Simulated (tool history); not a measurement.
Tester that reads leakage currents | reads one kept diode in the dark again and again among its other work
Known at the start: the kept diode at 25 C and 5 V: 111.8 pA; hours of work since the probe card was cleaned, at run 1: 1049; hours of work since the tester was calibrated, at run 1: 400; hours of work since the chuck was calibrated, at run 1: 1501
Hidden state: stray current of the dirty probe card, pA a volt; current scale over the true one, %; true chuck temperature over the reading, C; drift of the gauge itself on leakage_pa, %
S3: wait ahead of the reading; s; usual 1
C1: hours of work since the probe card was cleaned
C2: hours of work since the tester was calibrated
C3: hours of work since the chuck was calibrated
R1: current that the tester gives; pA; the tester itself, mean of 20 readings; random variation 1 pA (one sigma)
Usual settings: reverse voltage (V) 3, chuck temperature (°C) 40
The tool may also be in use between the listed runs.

Run 1, hour 0: usual settings; C1 1049; C2 400; C3 1501. Result: R1 325.84 pA.
Run 2, hour 20: usual settings; C1 1065; C2 416; C3 1516. Result: R1 325.88 pA.
Run 3, hour 54.9: usual settings; C1 1091; C2 443; C3 1543. Result: R1 326.81 pA.
Run 4, hour 77.1: usual settings; C1 1108; C2 460; C3 1560. Result: R1 324.33 pA.
Run 5, hour 99.6: usual settings; C1 1126; C2 477; C3 1577. Result: R1 324.4 pA.
Run 6, hour 120: usual settings; C1 1141; C2 492; C3 1593. Result: R1 323.99 pA.
Run 7, hour 145.3: usual settings; C1 1161; C2 512; C3 1612. Result: R1 323.18 pA.
Run 8, hour 164.4: usual settings; C1 1175; C2 526; C3 1627. Result: R1 325.48 pA.
Run 9, hour 191.4: usual settings; C1 1196; C2 547; C3 1648. Result: R1 322.5 pA.
Run 10, hour 219.5: usual settings; C1 1217; C2 569; C3 1669. Result: R1 323.83 pA.
Run 11, hour 248: usual settings but reverse voltage (V) 15.72, chuck temperature (°C) 36; C1 1239; C2 590; C3 1691. Result: R1 421.25 pA.
Run 12, hour 282.2: usual settings but reverse voltage (V) 15.72, chuck temperature (°C) 36; C1 1265; C2 617; C3 1717. Result: R1 423.74 pA.
Run 13, hour 317.4: usual settings but reverse voltage (V) 1.3, chuck temperature (°C) 34; C1 1292; C2 644; C3 1744. Result: R1 144.9 pA.

The next listed run, before its measurement:
Run 14, hour 336.4: usual settings but reverse voltage (V) 1.01, chuck temperature (°C) 34; C1 1307; C2 658; C3 1759. Result: R1 ?.

R1: 132.96 pA
Without the tool's hidden state the same run would have given R1 140.49 pA.
